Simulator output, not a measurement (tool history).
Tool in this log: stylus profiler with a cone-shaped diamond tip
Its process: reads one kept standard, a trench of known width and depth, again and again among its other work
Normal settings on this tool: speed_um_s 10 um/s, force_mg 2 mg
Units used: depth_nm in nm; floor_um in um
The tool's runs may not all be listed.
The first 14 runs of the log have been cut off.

run	hour	speed_um_s	force_mg	scans with this tip	hours of work since the height scale was calibrated	depth_nm	floor_um
15	196.8	10	4.15	2798	333	511.83	95.6
16	206.9	5	1.49	2836	337	505.93	95.59
17	215.5	25	5.41	2868	341	513.94	95.49
18	224.7	13	2	2903	345	507.37	95.55
19	244.4	5	4.2	2978	354	512.24	95.58
20	259.9	10	3.08	3036	361	509.47	95.52
21	276.3	13	2	3098	369	507.39	95.51
22	292.4	10	1.41	3159	376	505.95	95.54
23	309.8	18	3.37	3225	384	510.66	95.57
24	322.1	20	2.31	3272	389	508.36	95.59
25	333.7	10	5.1	3315	395	513.69	95.57
26	353.5	10	1.65	3390	403	506.64	95.56
27	362.1	34	2.12	3423	407	507.7	95.41
28	381.5	4	4.19	3496	416	511.99	95.64
29	392.8	4	4.19	3539	421	511.9	95.63
30	403.9	11	4.79	3581	426	513.16	95.65

Each row is a separate what-if for the run after 30, all from the same tool condition, not one after another. Results?
A	415.5	24	4.79	3625	431	?	?
B	415.5	5	4.79	3625	431	?	?
C	415.5	6	1.1	3625	431	?	?
D	415.5	6	4.79	3625	431	?	?

run	depth_nm	floor_um
A	513.19	95.54
B	513.27	95.6
C	504.88	95.55
D	513.39	95.57
Without the tool's unlogged condition, the same runs would have read:
run	depth_nm	floor_um
A	513.18	95.55
B	513.26	95.61
C	504.87	95.57
D	513.38	95.58
